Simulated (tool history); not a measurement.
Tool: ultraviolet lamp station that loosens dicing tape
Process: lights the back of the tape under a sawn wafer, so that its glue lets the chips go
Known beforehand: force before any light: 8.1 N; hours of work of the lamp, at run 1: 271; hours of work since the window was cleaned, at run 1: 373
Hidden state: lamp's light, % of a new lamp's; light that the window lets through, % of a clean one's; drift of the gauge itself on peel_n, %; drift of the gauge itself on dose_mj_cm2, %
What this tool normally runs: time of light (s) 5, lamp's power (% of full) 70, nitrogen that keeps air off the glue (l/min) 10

run	hour	time of light (s)	lamp's power (% of full)	nitrogen that keeps air off the glue (l/min)	hours of work of the lamp	hours of work since the window was cleaned	force that peels the tape off (N)	light that reached the tape (J/m2)
1	0	5	70	10	271	373	0.769	2950
2	82	5	70	10	321	422	0.766	2900
3	136.8	5	70	10	354	455	0.805	2870
# hour 237: window cleaned of glue's vapour
4	237.1	5	70	10	414	0	0.943	2680
5	302.1	5	70	10	454	39	0.929	2610
6	376	5	89	10	498	84	0.61	3290
7	449.7	5	85	10	543	129	0.658	3040
8	518.2	5	85	10	584	170	0.719	3120
9	618.2	5	85	10	645	230	0.711	3020
10	691.9	5	70	10	689	275	1.102	2420
11	760.9	5	70	10	731	317	1.143	2420
12	807.7	5	70	10	759	345	1.156	2380
# hour 813.1: window cleaned of glue's vapour, once more
13	857.9	5	70	4	789	27	1.506	2830
14	900.7	5	70	10	815	53	0.846	2770
15	978.2	5	70	10	862	100	0.906	2750
16	1063.8	5	70	10	914	151	0.93	2690
17	1159.6	5	70	10	972	209	0.988	2570
18	1231.9	5	70	10	1015	253	0.98	2590
19	1321	5	70	10	1069	307	0.986	2530
20	1396.5	5	70	10	1115	353	1.044	2520
21	1479.7	5	70	10	1165	403	1.099	2460
22	1577.5	5	70	10	1224	462	1.138	2420
23	1620.7	5	70	10	1250	488	1.112	2400
# hour 1663.5: window cleaned of glue's vapour
24	1671.5	2	70	10	1281	5	3.4	1000
25	1767.8	8	98	3	1339	63	0.479	5580
26	1825.6	6	92	17	1374	98	0.311	3840
27	1915.4	5	70	10	1428	152	1.156	2400
# hour 1944.5: lamp changed
28	1990.9	4	89	10	28	197	0.636	3210
29	2094.6	4	70	8	91	260	1.226	2480

What will run 30 give?
30	2172.3	3	69	10	138	307	?	?

force that peels the tape off (N): 1.84
light that reached the tape (J/m2): 1810
Were there no unlogged condition in the tool, this run, its random variation unchanged, would have produced force that peels the tape off (N) 1.641, light that reached the tape (J/m2) 1950.
